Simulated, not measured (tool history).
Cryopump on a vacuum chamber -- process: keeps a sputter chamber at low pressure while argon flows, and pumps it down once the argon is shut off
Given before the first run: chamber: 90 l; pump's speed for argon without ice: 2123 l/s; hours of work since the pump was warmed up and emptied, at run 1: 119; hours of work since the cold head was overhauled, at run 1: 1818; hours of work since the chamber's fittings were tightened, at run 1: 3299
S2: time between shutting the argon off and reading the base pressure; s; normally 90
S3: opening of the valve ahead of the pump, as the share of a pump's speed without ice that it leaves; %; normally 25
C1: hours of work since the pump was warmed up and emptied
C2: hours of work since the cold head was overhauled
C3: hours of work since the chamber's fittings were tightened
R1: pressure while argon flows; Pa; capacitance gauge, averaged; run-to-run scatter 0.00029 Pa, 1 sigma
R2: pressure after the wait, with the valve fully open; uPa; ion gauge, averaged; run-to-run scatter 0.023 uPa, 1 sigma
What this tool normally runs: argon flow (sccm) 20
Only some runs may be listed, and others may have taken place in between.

run 1 hour=0 | argon_flow_(sccm)=20 S2=90 S3=25 | C1=119 C2=1818 C3=3299 | R1=0.0647 R2=1.8
run 2 hour=93 | argon_flow_(sccm)=20 S2=90 S3=15 | C1=179 C2=1877 C3=3359 | R1=0.1075 R2=1.82
run 3 hour=157.2 | argon_flow_(sccm)=20 S2=90 S3=15 | C1=220 C2=1919 C3=3400 | R1=0.1076 R2=1.78
run 4 hour=202.9 | argon_flow_(sccm)=20 S2=90 S3=15 | C1=249 C2=1948 C3=3430 | R1=0.1072 R2=1.87
run 5 hour=251.6 | argon_flow_(sccm)=35 S2=90 S3=15 | C1=281 C2=1979 C3=3461 | R1=0.1885 R2=1.87
run 6 hour=307.1 | argon_flow_(sccm)=20 S2=90 S3=25 | C1=316 C2=2015 C3=3497 | R1=0.065 R2=1.86
run 7 hour=386.6 | argon_flow_(sccm)=20 S2=90 S3=25 | C1=367 C2=2066 C3=3548 | R1=0.0649 R2=1.93
run 8 hour=459.7 | argon_flow_(sccm)=20 S2=90 S3=25 | C1=414 C2=2113 C3=3595 | R1=0.0655 R2=1.93
run 9 hour=508.7 | argon_flow_(sccm)=18 S2=90 S3=25 | C1=446 C2=2144 C3=3626 | R1=0.0589 R2=1.98
run 10 hour=578.9 | argon_flow_(sccm)=18 S2=90 S3=25 | C1=491 C2=2189 C3=3671 | R1=0.0596 R2=2.01
run 11 hour=656.5 | argon_flow_(sccm)=18 S2=90 S3=25 | C1=541 C2=2239 C3=3721 | R1=0.0592 R2=2.01
run 12 hour=729.4 | argon_flow_(sccm)=20 S2=26 S3=25 | C1=587 C2=2286 C3=3768 | R1=0.0657 R2=3.47
-- hour=760.2 leaking fittings of the chamber tightened, without venting
run 13 hour=804.4 | argon_flow_(sccm)=20 S2=26 S3=25 | C1=634 C2=2333 C3=28 | R1=0.066 R2=2.32
run 14 hour=854.6 | argon_flow_(sccm)=20 S2=90 S3=23 | C1=667 C2=2365 C3=61 | R1=0.0714 R2=0.8
run 15 hour=898.1 | argon_flow_(sccm)=8 S2=28 S3=19 | C1=695 C2=2393 C3=89 | R1=0.0347 R2=2.08
run 16 hour=946.1 | argon_flow_(sccm)=35 S2=68 S3=18 | C1=725 C2=2424 C3=119 | R1=0.1588 R2=1.01
run 17 hour=1019.5 | argon_flow_(sccm)=21 S2=287 S3=25 | C1=772 C2=2471 C3=166 | R1=0.0697 R2=0.45
-- hour=1061.5 pump warmed up, emptied and cooled again
run 18 hour=1085.6 | argon_flow_(sccm)=21 S2=287 S3=25 | C1=15 C2=2510 C3=206 | R1=0.0677 R2=0.44
run 19 hour=1179.3 | argon_flow_(sccm)=20 S2=78 S3=23 | C1=76 C2=2570 C3=266 | R1=0.0694 R2=0.92
run 20 hour=1274.5 | argon_flow_(sccm)=20 S2=78 S3=23 | C1=137 C2=2631 C3=327 | R1=0.0698 R2=0.93
run 21 hour=1360.2 | argon_flow_(sccm)=15 S2=90 S3=24 | C1=192 C2=2686 C3=382 | R1=0.0505 R2=0.91
run 22 hour=1452.1 | argon_flow_(sccm)=15 S2=90 S3=24 | C1=251 C2=2745 C3=441 | R1=0.0505 R2=0.9
run 23 hour=1493.8 | argon_flow_(sccm)=15 S2=90 S3=24 | C1=278 C2=2772 C3=468 | R1=0.051 R2=0.93

Forecast each of these 5 alternatives for the next run:
run A hour=1578.3 | argon_flow_(sccm)=17 S2=90 S3=24 | C1=332 C2=2826 C3=522 | R1=? R2=?
run B hour=1578.3 | argon_flow_(sccm)=15 S2=138 S3=50 | C1=332 C2=2826 C3=522 | R1=? R2=?
run C hour=1578.3 | argon_flow_(sccm)=15 S2=26 S3=32 | C1=332 C2=2826 C3=522 | R1=? R2=?
run D hour=1578.3 | argon_flow_(sccm)=24 S2=23 S3=31 | C1=332 C2=2826 C3=522 | R1=? R2=?
run E hour=1578.3 | argon_flow_(sccm)=11 S2=90 S3=25 | C1=332 C2=2826 C3=522 | R1=? R2=?

run=A R1=0.0574 R2=0.93
run=B R1=0.0253 R2=0.73
run=C R1=0.0382 R2=2.43
run=D R1=0.0625 R2=2.68
run=E R1=0.0355 R2=0.93
Stripped of hidden state, with their random variation kept, the same runs would have yielded:
run=A R1=0.0562 R2=0.71
run=B R1=0.0243 R2=0.51
run=C R1=0.0372 R2=2.21
run=D R1=0.0609 R2=2.46
run=E R1=0.0348 R2=0.71

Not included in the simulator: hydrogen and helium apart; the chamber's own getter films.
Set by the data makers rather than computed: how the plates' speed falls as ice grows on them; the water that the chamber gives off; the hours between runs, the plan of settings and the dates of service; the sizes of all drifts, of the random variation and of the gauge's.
